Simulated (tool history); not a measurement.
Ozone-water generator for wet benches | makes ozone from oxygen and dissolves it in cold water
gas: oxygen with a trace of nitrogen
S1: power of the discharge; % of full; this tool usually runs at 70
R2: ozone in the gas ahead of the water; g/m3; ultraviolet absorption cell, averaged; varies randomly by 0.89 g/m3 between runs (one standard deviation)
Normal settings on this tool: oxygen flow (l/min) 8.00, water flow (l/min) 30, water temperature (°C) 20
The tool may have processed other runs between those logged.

{"run": 1, "hour": 0.0, "S1": 70, "oxygen flow (l/min)": 8.0, "water flow (l/min)": 30, "water temperature (°C)": 20, "dissolved ozone (ppm)": 15.5, "R2": 148.4}
{"run": 2, "hour": 43.1, "S1": 70, "oxygen flow (l/min)": 8.0, "water flow (l/min)": 30, "water temperature (°C)": 20, "dissolved ozone (ppm)": 15.6, "R2": 148.7}
{"run": 3, "hour": 105.1, "S1": 70, "oxygen flow (l/min)": 8.0, "water flow (l/min)": 25, "water temperature (°C)": 20, "dissolved ozone (ppm)": 18.3, "R2": 148.1}
{"run": 4, "hour": 160.5, "S1": 70, "oxygen flow (l/min)": 8.0, "water flow (l/min)": 25, "water temperature (°C)": 20, "dissolved ozone (ppm)": 17.9, "R2": 148.0}
{"run": 5, "hour": 200.5, "S1": 70, "oxygen flow (l/min)": 8.0, "water flow (l/min)": 30, "water temperature (°C)": 20, "dissolved ozone (ppm)": 15.7, "R2": 146.8}
{"run": 6, "hour": 251.9, "S1": 70, "oxygen flow (l/min)": 8.0, "water flow (l/min)": 30, "water temperature (°C)": 20, "dissolved ozone (ppm)": 15.9, "R2": 149.2}
{"run": 7, "hour": 323.4, "S1": 70, "oxygen flow (l/min)": 8.0, "water flow (l/min)": 30, "water temperature (°C)": 20, "dissolved ozone (ppm)": 15.5, "R2": 147.7}
{"run": 8, "hour": 368.0, "S1": 70, "oxygen flow (l/min)": 8.0, "water flow (l/min)": 30, "water temperature (°C)": 20, "dissolved ozone (ppm)": 15.4, "R2": 146.9}
{"run": 9, "hour": 437.0, "S1": 70, "oxygen flow (l/min)": 8.0, "water flow (l/min)": 30, "water temperature (°C)": 20, "dissolved ozone (ppm)": 15.6, "R2": 147.7}
{"run": 10, "hour": 476.1, "S1": 46, "oxygen flow (l/min)": 4.8, "water flow (l/min)": 30, "water temperature (°C)": 20, "dissolved ozone (ppm)": 10.5, "R2": 133.0}
{"run": 11, "hour": 525.9, "S1": 70, "oxygen flow (l/min)": 7.96, "water flow (l/min)": 23, "water temperature (°C)": 20, "dissolved ozone (ppm)": 19.1, "R2": 147.2}
{"run": 12, "hour": 569.1, "S1": 71, "oxygen flow (l/min)": 5.33, "water flow (l/min)": 30, "water temperature (°C)": 20, "dissolved ozone (ppm)": 14.5, "R2": 173.1}
{"run": 13, "hour": 608.3, "S1": 67, "oxygen flow (l/min)": 5.33, "water flow (l/min)": 30, "water temperature (°C)": 13, "dissolved ozone (ppm)": 15.0, "R2": 166.4}
{"run": 14, "hour": 650.2, "S1": 63, "oxygen flow (l/min)": 4.48, "water flow (l/min)": 37, "water temperature (°C)": 15, "dissolved ozone (ppm)": 10.6, "R2": 168.6}
{"run": 15, "hour": 709.1, "S1": 63, "oxygen flow (l/min)": 4.48, "water flow (l/min)": 37, "water temperature (°C)": 15, "dissolved ozone (ppm)": 10.8, "R2": 170.0}
{"run": 16, "hour": 766.8, "S1": 70, "oxygen flow (l/min)": 11.52, "water flow (l/min)": 24, "water temperature (°C)": 20, "dissolved ozone (ppm)": 19.4, "R2": 128.2}

What if the next run were any one of these 3? Each begins from the tool's condition after run 16:
{"run": "A", "hour": 831.8, "S1": 70, "oxygen flow (l/min)": 8.0, "water flow (l/min)": 37, "water temperature (°C)": 20, "dissolved ozone (ppm)": "?", "R2": "?"}
{"run": "B", "hour": 831.8, "S1": 70, "oxygen flow (l/min)": 11.52, "water flow (l/min)": 24, "water temperature (°C)": 27, "dissolved ozone (ppm)": "?", "R2": "?"}
{"run": "C", "hour": 831.8, "S1": 70, "oxygen flow (l/min)": 7.91, "water flow (l/min)": 21, "water temperature (°C)": 14, "dissolved ozone (ppm)": "?", "R2": "?"}

run=A dissolved_ozone_(ppm)=13.1 R2=147.3
run=B dissolved_ozone_(ppm)=16.7 R2=129.4
run=C dissolved_ozone_(ppm)=22.4 R2=149.0
With the hidden condition removed and each run's random variation left untouched, the same runs would have given:
run=A dissolved_ozone_(ppm)=13.1 R2=147.3
run=B dissolved_ozone_(ppm)=16.7 R2=129.4
run=C dissolved_ozone_(ppm)=22.4 R2=149.0

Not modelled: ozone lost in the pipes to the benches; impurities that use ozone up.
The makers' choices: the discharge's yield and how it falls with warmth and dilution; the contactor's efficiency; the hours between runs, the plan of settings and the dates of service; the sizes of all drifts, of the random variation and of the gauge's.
